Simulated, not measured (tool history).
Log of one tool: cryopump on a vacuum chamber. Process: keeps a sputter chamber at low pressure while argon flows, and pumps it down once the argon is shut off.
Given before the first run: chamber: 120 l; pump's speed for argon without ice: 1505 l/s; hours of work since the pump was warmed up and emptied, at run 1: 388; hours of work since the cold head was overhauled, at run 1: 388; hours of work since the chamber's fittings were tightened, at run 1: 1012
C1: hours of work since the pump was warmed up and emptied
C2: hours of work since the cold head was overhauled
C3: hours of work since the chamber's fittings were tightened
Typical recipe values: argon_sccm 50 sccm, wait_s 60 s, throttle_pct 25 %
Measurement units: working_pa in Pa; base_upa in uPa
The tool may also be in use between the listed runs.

Run 1, hour 0: usual settings; C1 388; C2 388; C3 1012. Result: working_pa 0.2298 Pa, base_upa 3.05 uPa.
Run 2, hour 12.8: usual settings but argon_sccm 72 sccm; C1 398; C2 398; C3 1022. Result: working_pa 0.3317 Pa, base_upa 3.15 uPa.
Run 3, hour 24.6: usual settings but argon_sccm 72 sccm; C1 408; C2 408; C3 1032. Result: working_pa 0.3338 Pa, base_upa 3.21 uPa.
Run 4, hour 38.5: usual settings but argon_sccm 72 sccm; C1 419; C2 419; C3 1044. Result: working_pa 0.3328 Pa, base_upa 3.12 uPa.
Run 5, hour 48.2: usual settings but argon_sccm 72 sccm; C1 428; C2 428; C3 1052. Result: working_pa 0.3344 Pa, base_upa 3.19 uPa.
Run 6, hour 57.3: usual settings but argon_sccm 72 sccm; C1 435; C2 435; C3 1059. Result: working_pa 0.3334 Pa, base_upa 3.25 uPa.
Run 7, hour 72.4: usual settings but argon_sccm 72 sccm; C1 448; C2 448; C3 1072. Result: working_pa 0.3341 Pa, base_upa 3.26 uPa.
Run 8, hour 80.5: usual settings; C1 454; C2 454; C3 1078. Result: working_pa 0.2297 Pa, base_upa 3.25 uPa.
Run 9, hour 96.6: usual settings but wait_s 36 s; C1 468; C2 468; C3 1092. Result: working_pa 0.2296 Pa, base_upa 4.07 uPa.
Run 10, hour 106.1: usual settings; C1 475; C2 475; C3 1100. Result: working_pa 0.2309 Pa, base_upa 3.32 uPa.
Run 11, hour 122.6: usual settings; C1 489; C2 489; C3 1113. Result: working_pa 0.2327 Pa, base_upa 3.37 uPa.
Run 12, hour 129.9: usual settings but wait_s 245 s; C1 495; C2 495; C3 1119. Result: working_pa 0.2313 Pa, base_upa 2.51 uPa.
Run 13, hour 137.8: usual settings but wait_s 245 s; C1 502; C2 502; C3 1126. Result: working_pa 0.2322 Pa, base_upa 2.53 uPa.
Run 14, hour 154: usual settings; C1 515; C2 515; C3 1139. Result: working_pa 0.233 Pa, base_upa 3.4 uPa.
Run 15, hour 165.4: usual settings; C1 525; C2 525; C3 1149. Result: working_pa 0.2319 Pa, base_upa 3.5 uPa.
Run 16, hour 180.9: usual settings but throttle_pct 57 %; C1 537; C2 537; C3 1162. Result: working_pa 0.1084 Pa, base_upa 3.45 uPa.
Run 17, hour 194.6: usual settings but throttle_pct 27 %; C1 549; C2 549; C3 1173. Result: working_pa 0.2166 Pa, base_upa 3.51 uPa.
Run 18, hour 202.2: usual settings but throttle_pct 27 %; C1 555; C2 555; C3 1179. Result: working_pa 0.2162 Pa, base_upa 3.58 uPa.
Run 19, hour 210.8: usual settings but throttle_pct 27 %; C1 562; C2 562; C3 1186. Result: working_pa 0.2173 Pa, base_upa 3.56 uPa.
Run 20, hour 219.7: usual settings but throttle_pct 27 %; C1 570; C2 570; C3 1194. Result: working_pa 0.2174 Pa, base_upa 3.6 uPa.
Run 21, hour 229.2: usual settings but argon_sccm 83 sccm, wait_s 64 s, throttle_pct 40 %; C1 577; C2 577; C3 1202. Result: working_pa 0.2488 Pa, base_upa 3.47 uPa.
Run 22, hour 237.5: usual settings but wait_s 149 s; C1 584; C2 584; C3 1209. Result: working_pa 0.235 Pa, base_upa 2.9 uPa.
Run 23, hour 250.3: usual settings but argon_sccm 23 sccm, wait_s 29 s; C1 595; C2 595; C3 1219. Result: working_pa 0.1063 Pa, base_upa 4.77 uPa.
Run 24, hour 260.6: usual settings but argon_sccm 38 sccm, wait_s 99 s, throttle_pct 55 %; C1 604; C2 604; C3 1228. Result: working_pa 0.0843 Pa, base_upa 3.2 uPa.
Run 25, hour 274.3: usual settings but argon_sccm 38 sccm, wait_s 99 s, throttle_pct 55 %; C1 615; C2 615; C3 1239. Result: working_pa 0.085 Pa, base_upa 3.35 uPa.
Run 26, hour 286.3: usual settings but argon_sccm 54 sccm, wait_s 97 s, throttle_pct 55 %; C1 625; C2 625; C3 1249. Result: working_pa 0.1211 Pa, base_upa 3.19 uPa.
Run 27, hour 294.6: usual settings but argon_sccm 24 sccm, wait_s 84 s, throttle_pct 21 %; C1 632; C2 632; C3 1256. Result: working_pa 0.1324 Pa, base_upa 3.41 uPa.
Run 28, hour 304: usual settings but argon_sccm 82 sccm, wait_s 53 s; C1 640; C2 640; C3 1264. Result: working_pa 0.3858 Pa, base_upa 3.89 uPa.
Run 29, hour 320.1: usual settings but argon_sccm 82 sccm, wait_s 188 s, throttle_pct 41 %; C1 653; C2 653; C3 1277. Result: working_pa 0.2407 Pa, base_upa 3.08 uPa.
Run 30, hour 334.8: usual settings but argon_sccm 82 sccm, wait_s 188 s, throttle_pct 41 %; C1 665; C2 665; C3 1289. Result: working_pa 0.2427 Pa, base_upa 2.99 uPa.
Run 31, hour 351: usual settings but argon_sccm 98 sccm, wait_s 92 s, throttle_pct 19 %; C1 678; C2 678; C3 1303. Result: working_pa 0.599 Pa, base_upa 3.4 uPa.
Run 32, hour 359.8: usual settings but wait_s 223 s; C1 686; C2 686; C3 1310. Result: working_pa 0.2339 Pa, base_upa 3.01 uPa.
Run 33, hour 372.1: usual settings but argon_sccm 70 sccm, wait_s 59 s, throttle_pct 23 %; C1 696; C2 696; C3 1320. Result: working_pa 0.3567 Pa, base_upa 3.95 uPa.
Run 34, hour 387.2: usual settings but argon_sccm 70 sccm, wait_s 59 s, throttle_pct 23 %; C1 708; C2 708; C3 1333. Result: working_pa 0.3581 Pa, base_upa 4.01 uPa.

Measured minus without-hidden-state, run by run (identical run-to-run variation in each term; gauge scatter may differ):
Hidden conditions of the tool in this case: pump's speed, % of a pump's without ice; cold plate's temperature, K; leak into the chamber, uPa l/s; drift of the gauge itself on working_pa, %; drift of the gauge itself on base_upa, %.
run  working_pa  base_upa
  1     +0.0059      +1.8
  2     +0.0088     +1.83
  3     +0.0091      +1.9
  4     +0.0093     +1.87
  5     +0.0095     +1.91
  6     +0.0097     +1.94
  7       +0.01     +1.96
  8      +0.007     +1.97
  9     +0.0071     +2.06
 10     +0.0073     +2.04
 11     +0.0077     +2.08
 12     +0.0077     +2.07
 13     +0.0078     +2.06
 14     +0.0081     +2.14
 15     +0.0082     +2.19
 16     +0.0086     +2.18
 17     +0.0086     +2.22
 18     +0.0087      +2.3
 19     +0.0088     +2.28
 20      +0.009     +2.29
 21     +0.0152     +2.28
 22     +0.0093     +2.28
 23     +0.0043     +2.33
 24     +0.0073     +2.35
 25     +0.0075     +2.47
 26     +0.0108     +2.36
 27     +0.0048     +2.43
 28     +0.0169     +2.47
 29     +0.0171     +2.53
 30     +0.0177     +2.48
 31     +0.0214     +2.51
 32      +0.011     +2.54
 33     +0.0158     +2.64
 34     +0.0162     +2.71
